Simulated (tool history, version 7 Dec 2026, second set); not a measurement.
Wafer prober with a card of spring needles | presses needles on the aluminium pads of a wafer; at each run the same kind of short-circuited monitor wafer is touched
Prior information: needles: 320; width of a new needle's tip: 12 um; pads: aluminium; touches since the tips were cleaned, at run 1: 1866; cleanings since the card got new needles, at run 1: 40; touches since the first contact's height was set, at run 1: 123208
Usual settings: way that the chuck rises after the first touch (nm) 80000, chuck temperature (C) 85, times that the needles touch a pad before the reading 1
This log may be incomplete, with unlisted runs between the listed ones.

run	day	way that the chuck rises after the first touch (nm)	chuck temperature (C)	times that the needles touch a pad before the reading	touches since the tips were cleaned	cleanings since the card got new needles	touches since the first contact's height was set	resistance of one needle with its contact and lead (mohm)	way that a needle slides on the pad (nm)
1	0	80000	85	1	1866	40	123208	129	12930
# day 0.104: tips cleaned on abrasive film
# day 0.383: tips cleaned on abrasive film
# day 0.662: tips cleaned on abrasive film
2	0.829	80000	85	1	1636	43	131292	133	12750
# day 0.967: tips cleaned on abrasive film
# day 1.125: height of the first contact set anew
# day 1.262: tips cleaned on abrasive film
3	1.404	80000	85	2	1406	45	2739	126	13100
# day 1.588: tips cleaned on abrasive film
# day 1.888: tips cleaned on abrasive film
# day 2.167: tips cleaned on abrasive film
4	2.183	95000	85	1	145	48	10324	123	15600
# day 2.458: tips cleaned on abrasive film
5	2.671	95000	85	1	2116	49	15123	135	15650
# day 2.796: tips cleaned on abrasive film
# day 3.096: tips cleaned on abrasive film
# day 3.371: tips cleaned on abrasive film
6	3.479	95000	85	1	1059	52	22992	128	15620
# day 3.696: tips cleaned on abrasive film
# day 4.008: tips cleaned on abrasive film
7	4.008	95000	85	1	0	54	28184	124	15570
# day 4.292: tips cleaned on abrasive film
# day 4.608: tips cleaned on abrasive film
8	4.858	95000	35	1	2481	56	36507	129	15600
# day 4.929: tips cleaned on abrasive film
# day 5.208: tips cleaned on abrasive film
9	5.246	80000	85	1	378	58	40288	125	13070
# day 5.55: tips cleaned on abrasive film
10	5.696	80000	85	1	1450	59	44676	133	13050

What does the tool deliver on the next run?
# day 5.858: tips cleaned on abrasive film
# day 6.146: tips cleaned on abrasive film
11	6.146	76000	47	3	0	61	49071	?	?

resistance of one needle with its contact and lead (mohm): 117
way that a needle slides on the pad (nm): 12370
Were there no unlogged condition in the tool, this run, its random variation unchanged, would have produced resistance of one needle with its contact and lead (mohm) 117, way that a needle slides on the pad (nm) 12500.
